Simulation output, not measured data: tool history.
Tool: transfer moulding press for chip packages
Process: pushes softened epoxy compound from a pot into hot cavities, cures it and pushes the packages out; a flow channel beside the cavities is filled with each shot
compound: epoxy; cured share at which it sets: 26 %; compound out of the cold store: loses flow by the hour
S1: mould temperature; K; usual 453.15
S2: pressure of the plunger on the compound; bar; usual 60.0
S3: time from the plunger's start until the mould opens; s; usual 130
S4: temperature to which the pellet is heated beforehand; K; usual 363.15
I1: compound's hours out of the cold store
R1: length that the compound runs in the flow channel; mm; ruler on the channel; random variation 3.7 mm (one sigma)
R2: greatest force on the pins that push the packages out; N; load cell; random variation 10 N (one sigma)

Run 1, hour 0.0: usual settings; I1 30.4. Result: R1 880 mm, R2 583 N.
Run 2, hour 40.7: usual settings; I1 24.3. Result: R1 895 mm, R2 682 N.
At hour 55.3: cavities cleaned with cleaning compound and waxed.
Run 3, hour 69.7: usual settings; I1 40.0. Result: R1 841 mm, R2 791 N.
Run 4, hour 90.5: usual settings; I1 21.7. Result: R1 898 mm, R2 824 N.
Run 5, hour 124.6: usual settings; I1 40.7. Result: R1 833 mm, R2 822 N.
At hour 138.2: cavities cleaned with cleaning compound and waxed.
Run 6, hour 170.6: usual settings; I1 26.5. Result: R1 882 mm, R2 586 N.
Run 7, hour 194.8: usual settings; I1 30.7. Result: R1 866 mm, R2 654 N.
At hour 221.8: cavities cleaned with cleaning compound and waxed.
Run 8, hour 240.3: usual settings but S4 362.15 K; I1 23.6. Result: R1 882 mm, R2 567 N.
At hour 266.7: plunger's sealing rings changed.
Run 9, hour 266.7: usual settings but S4 362.15 K; I1 10.4. Result: R1 964 mm, R2 629 N.
At hour 277.1: cavities cleaned with cleaning compound and waxed, once more.
Run 10, hour 293.4: usual settings; I1 16.3. Result: R1 940 mm, R2 545 N.
Run 11, hour 323.7: usual settings but S3 142 s; I1 26.7. Result: R1 906 mm, R2 550 N.
Run 12, hour 354.4: usual settings but S3 142 s; I1 40.8. Result: R1 856 mm, R2 571 N.
At hour 360.2: cavities cleaned with cleaning compound and waxed.
Run 13, hour 401.5: usual settings; I1 12.7. Result: R1 946 mm, R2 630 N.
Run 14, hour 438.1: usual settings but S1 456.15 K; I1 25.8. Result: R1 884 mm, R2 594 N.
At hour 443.0: cavities cleaned with cleaning compound and waxed.
Run 15, hour 466.6: usual settings but S1 447.15 K, S2 55.9 bar; I1 36.1. Result: R1 860 mm, R2 905 N.
Run 16, hour 495.4: usual settings but S1 449.15 K, S2 48.1 bar, S4 365.15 K; I1 48.0. Result: R1 750 mm, R2 808 N.
Run 17, hour 519.5: usual settings but S1 458.15 K, S2 48.1 bar, S3 152 s, S4 365.15 K; I1 25.9. Result: R1 773 mm, R2 497 N.
At hour 527.3: cavities cleaned with cleaning compound and waxed.
Run 18, hour 548.3: usual settings but S1 455.15 K, S2 45.6 bar, S4 369.15 K; I1 27.2. Result: R1 767 mm, R2 509 N.
Run 19, hour 575.0: usual settings but S1 455.15 K, S2 63.9 bar, S4 369.15 K; I1 27.5. Result: R1 910 mm, R2 562 N.
Run 20, hour 597.1: usual settings but S1 455.15 K, S2 63.9 bar, S4 369.15 K; I1 44.7. Result: R1 848 mm, R2 591 N.
At hour 611.5: cavities cleaned with cleaning compound and waxed.
Run 21, hour 631.8: usual settings but S1 455.15 K, S2 63.9 bar, S4 369.15 K; I1 31.3. Result: R1 896 mm, R2 523 N.
Run 22, hour 659.9: usual settings but S1 455.15 K, S2 45.7 bar, S3 147 s, S4 369.15 K; I1 10.8. Result: R1 812 mm, R2 513 N.
Run 23, hour 683.0: usual settings but S1 455.15 K, S2 45.7 bar, S3 147 s, S4 369.15 K; I1 40.4. Result: R1 724 mm, R2 515 N.
At hour 695.3: cavities cleaned with cleaning compound and waxed.
Run 24, hour 716.5: usual settings but S1 460.15 K, S2 54.7 bar; I1 22.1. Result: R1 830 mm, R2 442 N.
Run 25, hour 741.7: usual settings but S3 158 s, S4 361.15 K; I1 13.7. Result: R1 933 mm, R2 491 N.
Run 26, hour 775.2: usual settings but S2 53.3 bar, S3 165 s, S4 361.15 K; I1 40.5. Result: R1 788 mm, R2 534 N.
At hour 780.1: cavities cleaned with cleaning compound and waxed.
Run 27, hour 798.6: usual settings but S2 53.3 bar, S3 165 s, S4 361.15 K; I1 25.5. Result: R1 833 mm, R2 430 N.
Run 28, hour 832.3: usual settings but S2 53.3 bar, S3 165 s, S4 361.15 K; I1 24.2. Result: R1 843 mm, R2 477 N.

Forecast each of these 3 alternatives for the next run:
Run A, hour 857.9: usual settings but S2 68.5 bar, S3 165 s, S4 361.15 K; I1 25.5. Result: R1 ?, R2 ?.
Run B, hour 857.9: usual settings but S2 68.3 bar, S3 132 s, S4 367.15 K; I1 39.1. Result: R1 ?, R2 ?.
Run C, hour 857.9: usual settings but S1 457.15 K, S2 56.1 bar, S4 368.15 K; I1 9.6. Result: R1 ?, R2 ?.

run   R1   R2
  A  948  528
  B  899  646
  C  889  585
Without the tool's hidden state the same runs would have given:
run   R1   R2
  A  973  385
  B  922  453
  C  912  420

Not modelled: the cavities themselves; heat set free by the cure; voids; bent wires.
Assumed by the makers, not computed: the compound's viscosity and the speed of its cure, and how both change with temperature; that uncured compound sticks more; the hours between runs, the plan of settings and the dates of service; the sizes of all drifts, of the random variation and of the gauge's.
